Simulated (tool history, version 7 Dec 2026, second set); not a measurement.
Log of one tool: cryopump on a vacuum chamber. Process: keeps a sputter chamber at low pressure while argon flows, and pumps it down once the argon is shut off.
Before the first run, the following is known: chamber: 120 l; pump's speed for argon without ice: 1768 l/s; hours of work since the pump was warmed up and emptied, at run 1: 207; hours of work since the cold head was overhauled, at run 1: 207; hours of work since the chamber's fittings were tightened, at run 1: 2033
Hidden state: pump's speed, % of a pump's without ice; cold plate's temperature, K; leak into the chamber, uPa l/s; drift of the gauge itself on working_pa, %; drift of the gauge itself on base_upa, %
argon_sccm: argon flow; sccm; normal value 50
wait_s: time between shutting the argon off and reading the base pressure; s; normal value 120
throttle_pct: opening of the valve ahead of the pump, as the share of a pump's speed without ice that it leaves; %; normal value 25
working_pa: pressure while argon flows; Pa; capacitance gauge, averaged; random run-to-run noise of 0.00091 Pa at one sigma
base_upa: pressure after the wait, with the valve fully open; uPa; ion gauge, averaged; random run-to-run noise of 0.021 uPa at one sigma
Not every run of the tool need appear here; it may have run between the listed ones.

run	hour	argon_sccm	wait_s	throttle_pct	hours of work since the pump was warmed up and emptied	hours of work since the cold head was overhauled	hours of work since the chamber's fittings were tightened	working_pa	base_upa
1	0.0	50	120	25	207	207	2033	0.1945	1.08
2	17.7	50	120	25	218	218	2044	0.1955	1.11
3	33.8	50	120	54	228	228	2054	0.0927	1.11
4	48.9	50	120	54	237	237	2063	0.0925	1.12
5	64.2	50	120	54	247	247	2073	0.0930	1.18
6	75.5	50	120	54	254	254	2080	0.0930	1.17
7	98.7	50	120	36	268	268	2094	0.1365	1.17
8	115.1	50	120	36	279	279	2104	0.1379	1.12
9	128.6	49	120	36	287	287	2113	0.1343	1.16
10	146.0	49	120	36	298	298	2123	0.1364	1.21
11	161.7	49	120	36	308	308	2133	0.1355	1.18
12	172.9	49	120	36	315	315	2140	0.1373	1.18
13	183.0	50	120	25	321	321	2146	0.1976	1.17
14	197.9	50	120	25	330	330	2156	0.1976	1.23
15	208.6	50	171	25	337	337	2162	0.1962	1.10
16	223.1	50	171	25	346	346	2171	0.1981	1.14
17	239.6	50	171	25	356	356	2182	0.1984	1.09
18	263.4	46	24	25	371	371	2196	0.1846	2.30
19	274.7	21	99	25	378	378	2203	0.0832	1.31
20	296.0	21	99	25	391	391	2217	0.0825	1.33
21	317.3	50	69	28	404	404	2230	0.1782	1.46
22	332.5	50	69	28	414	414	2239	0.1786	1.47
23	350.3	33	68	18	425	425	2250	0.1802	1.50
24	363.3	50	120	18	433	433	2258	0.2749	1.29
25	376.2	50	120	18	441	441	2266	0.2745	1.25
26	398.0	50	120	18	454	454	2280	0.2726	1.28
27	420.8	50	120	18	469	469	2294	0.2754	1.29
28	437.5	53	23	47	479	479	2305	0.1180	2.35
29	451.1	25	45	60	487	487	2313	0.0447	1.70
30	463.7	30	245	24	495	495	2321	0.1256	1.18
31	478.6	44	236	24	504	504	2330	0.1840	1.23
32	490.2	24	166	24	512	512	2337	0.0999	1.30
33	504.8	24	166	24	521	521	2346	0.1008	1.28

Predict each of these 4 candidate next runs independently; none follows another, all start after run 33:
A	521.2	24	280	39	531	531	2357	?	?
B	521.2	27	33	30	531	531	2357	?	?
C	521.2	33	81	58	531	531	2357	?	?
D	521.2	91	156	24	531	531	2357	?	?

run	working_pa	base_upa
A	0.0649	1.23
B	0.0916	2.00
C	0.0615	1.45
D	0.3849	1.31
The same runs, with their run-to-run variation unchanged, on a tool lacking any hidden condition would have given:
run	working_pa	base_upa
A	0.0597	0.30
B	0.0859	1.09
C	0.0545	0.52
D	0.3653	0.36

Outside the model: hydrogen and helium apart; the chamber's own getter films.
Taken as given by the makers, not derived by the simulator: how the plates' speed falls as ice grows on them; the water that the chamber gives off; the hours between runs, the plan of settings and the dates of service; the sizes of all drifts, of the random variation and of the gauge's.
